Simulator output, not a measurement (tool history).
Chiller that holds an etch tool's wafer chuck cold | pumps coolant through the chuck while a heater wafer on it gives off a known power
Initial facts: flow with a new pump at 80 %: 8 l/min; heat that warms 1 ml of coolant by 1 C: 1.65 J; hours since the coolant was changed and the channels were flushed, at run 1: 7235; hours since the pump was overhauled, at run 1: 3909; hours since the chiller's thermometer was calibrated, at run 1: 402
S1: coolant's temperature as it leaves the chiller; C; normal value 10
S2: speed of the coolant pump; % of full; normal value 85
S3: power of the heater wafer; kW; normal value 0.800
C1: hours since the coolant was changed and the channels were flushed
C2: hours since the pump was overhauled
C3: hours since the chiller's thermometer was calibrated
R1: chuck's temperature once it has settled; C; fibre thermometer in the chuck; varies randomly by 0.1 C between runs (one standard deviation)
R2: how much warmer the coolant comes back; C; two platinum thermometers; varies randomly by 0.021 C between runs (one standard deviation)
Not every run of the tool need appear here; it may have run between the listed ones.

run 1 hour=0.0 | S1=10 S2=85 S3=0.800 | C1=7235 C2=3909 C3=402 | R1=18.7 R2=3.52
run 2 hour=64.7 | S1=10 S2=85 S3=0.800 | C1=7300 C2=3973 C3=466 | R1=18.6 R2=3.48
run 3 hour=166.4 | S1=10 S2=63 S3=0.800 | C1=7402 C2=4075 C3=568 | R1=21.5 R2=4.82
run 4 hour=260.7 | S1=10 S2=63 S3=0.800 | C1=7496 C2=4169 C3=662 | R1=21.5 R2=4.82
run 5 hour=382.0 | S1=10 S2=63 S3=0.800 | C1=7618 C2=4291 C3=784 | R1=21.4 R2=4.83
run 6 hour=508.1 | S1=10 S2=63 S3=0.800 | C1=7744 C2=4417 C3=910 | R1=21.7 R2=4.85
run 7 hour=649.9 | S1=10 S2=63 S3=1.084 | C1=7885 C2=4559 C3=1052 | R1=25.8 R2=6.56
run 8 hour=799.3 | S1=10 S2=63 S3=1.084 | C1=8035 C2=4708 C3=1201 | R1=26.2 R2=6.64
run 9 hour=885.5 | S1=10 S2=63 S3=1.084 | C1=8121 C2=4794 C3=1287 | R1=25.9 R2=6.56
run 10 hour=997.0 | S1=4 S2=85 S3=0.800 | C1=8232 C2=4906 C3=1399 | R1=12.9 R2=3.52
run 11 hour=1128.2 | S1=4 S2=85 S3=0.800 | C1=8364 C2=5037 C3=1530 | R1=12.9 R2=3.52
run 12 hour=1236.8 | S1=19 S2=86 S3=0.430 | C1=8472 C2=5145 C3=1638 | R1=23.6 R2=1.88
run 13 hour=1386.6 | S1=19 S2=75 S3=0.598 | C1=8622 C2=5295 C3=1788 | R1=26.4 R2=3.03
run 14 hour=1534.6 | S1=19 S2=85 S3=0.800 | C1=8770 C2=5443 C3=1936 | R1=27.9 R2=3.49
run 15 hour=1689.9 | S1=19 S2=83 S3=0.619 | C1=8925 C2=5599 C3=2092 | R1=26.1 R2=2.75
run 16 hour=1776.8 | S1=10 S2=82 S3=1.130 | C1=9012 C2=5685 C3=2178 | R1=23.0 R2=5.21
run 17 hour=1902.5 | S1=10 S2=79 S3=0.800 | C1=9138 C2=5811 C3=2304 | R1=19.7 R2=3.83
run 18 hour=2017.0 | S1=10 S2=79 S3=0.800 | C1=9253 C2=5926 C3=2419 | R1=19.6 R2=3.87
run 19 hour=2098.6 | S1=10 S2=76 S3=0.678 | C1=9334 C2=6007 C3=2500 | R1=18.2 R2=3.39
run 20 hour=2162.3 | S1=8 S2=88 S3=0.411 | C1=9398 C2=6071 C3=2564 | R1=12.3 R2=1.79
run 21 hour=2254.5 | S1=8 S2=88 S3=0.411 | C1=9490 C2=6163 C3=2656 | R1=12.4 R2=1.79
run 22 hour=2359.8 | S1=13 S2=65 S3=0.622 | C1=9595 C2=6268 C3=2761 | R1=22.1 R2=3.65

What if the next run were any one of these 3? Each begins from the tool's condition after run 22:
run A hour=2471.6 | S1=4 S2=63 S3=0.877 | C1=9707 C2=6380 C3=2873 | R1=? R2=?
run B hour=2471.6 | S1=10 S2=85 S3=1.053 | C1=9707 C2=6380 C3=2873 | R1=? R2=?
run C hour=2471.6 | S1=0 S2=98 S3=0.831 | C1=9707 C2=6380 C3=2873 | R1=? R2=?

run=A R1=17.3 R2=5.35
run=B R1=21.9 R2=4.70
run=C R1=8.0 R2=3.20
Stripped of hidden state, with their random variation kept, the same runs would have yielded:
run=A R1=14.9 R2=5.14
run=B R1=19.8 R2=4.51
run=C R1=6.6 R2=3.07
